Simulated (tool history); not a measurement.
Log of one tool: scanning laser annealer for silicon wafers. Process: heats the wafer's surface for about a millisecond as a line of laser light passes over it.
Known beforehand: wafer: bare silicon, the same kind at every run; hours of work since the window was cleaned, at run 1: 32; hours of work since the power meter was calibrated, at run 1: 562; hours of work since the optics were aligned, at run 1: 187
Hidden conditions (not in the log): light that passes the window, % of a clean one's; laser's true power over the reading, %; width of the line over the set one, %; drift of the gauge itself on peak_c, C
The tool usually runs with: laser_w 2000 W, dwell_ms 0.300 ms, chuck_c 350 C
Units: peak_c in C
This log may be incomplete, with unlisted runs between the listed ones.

| run | day | laser_w | dwell_ms | chuck_c | hours of work since the window was cleaned | hours of work since the power meter was calibrated | hours of work since the optics were aligned | peak_c |
|---|---|---|---|---|---|---|---|---|
| 1 | 0.000 | 2000 | 0.300 | 350 | 32 | 562 | 187 | 1130 |
| 2 | 1.988 | 2000 | 0.300 | 350 | 67 | 597 | 222 | 1131 |
| 3 | 3.154 | 2000 | 0.300 | 350 | 88 | 617 | 243 | 1131 |
| 4 | 4.479 | 2104 | 0.300 | 350 | 111 | 641 | 266 | 1168 |
| 5 | 5.371 | 2104 | 0.300 | 350 | 127 | 656 | 282 | 1166 |
| 6 | 6.496 | 2104 | 0.300 | 350 | 147 | 676 | 302 | 1164 |
| 7 | 8.538 | 2000 | 0.300 | 350 | 182 | 712 | 337 | 1128 |
| 8 | 10.462 | 2000 | 0.300 | 364 | 216 | 746 | 371 | 1138 |
|  | 10.817 | optics aligned, line set to its width |
| 9 | 11.971 | 2000 | 0.300 | 364 | 239 | 769 | 20 | 1135 |
| 10 | 12.875 | 2000 | 0.308 | 350 | 255 | 784 | 36 | 1135 |
| 11 | 13.721 | 2000 | 0.300 | 342 | 270 | 799 | 51 | 1111 |
|  | 15.304 | optics aligned, line set to its width, once more |
| 12 | 15.338 | 2000 | 0.300 | 342 | 295 | 824 | 1 | 1119 |
| 13 | 16.867 | 2000 | 0.300 | 350 | 322 | 851 | 27 | 1128 |
| 14 | 17.946 | 2000 | 0.300 | 350 | 341 | 870 | 46 | 1125 |
| 15 | 19.012 | 1726 | 0.213 | 384 | 359 | 889 | 65 | 937 |
| 16 | 20.867 | 1726 | 0.213 | 384 | 392 | 921 | 98 | 934 |
| 17 | 22.125 | 1726 | 0.213 | 384 | 414 | 943 | 120 | 933 |
| 18 | 23.254 | 1726 | 0.213 | 377 | 434 | 963 | 140 | 927 |
| 19 | 25.196 | 1747 | 0.347 | 377 | 468 | 997 | 174 | 1120 |
| 20 | 27.050 | 1747 | 0.347 | 377 | 501 | 1030 | 206 | 1118 |
| 21 | 28.654 | 2195 | 0.300 | 350 | 529 | 1058 | 235 | 1195 |
| 22 | 30.096 | 2110 | 0.300 | 381 | 554 | 1084 | 260 | 1193 |
| 23 | 31.717 | 2110 | 0.300 | 381 | 583 | 1112 | 289 | 1195 |
| 24 | 33.175 | 2134 | 0.226 | 361 | 608 | 1138 | 314 | 1053 |
| 25 | 34.992 | 2000 | 0.260 | 348 | 640 | 1170 | 346 | 1054 |
| 26 | 36.179 | 2000 | 0.260 | 342 | 661 | 1191 | 367 | 1048 |

The next listed run, before its measurement:
| 27 | 37.921 | 2000 | 0.212 | 376 | 692 | 1221 | 398 | ? |

{"run 27": {"peak_c": 1002}}
If the tool had no hidden condition, the same run with the same run-to-run variation would have returned peak_c 1014 C.
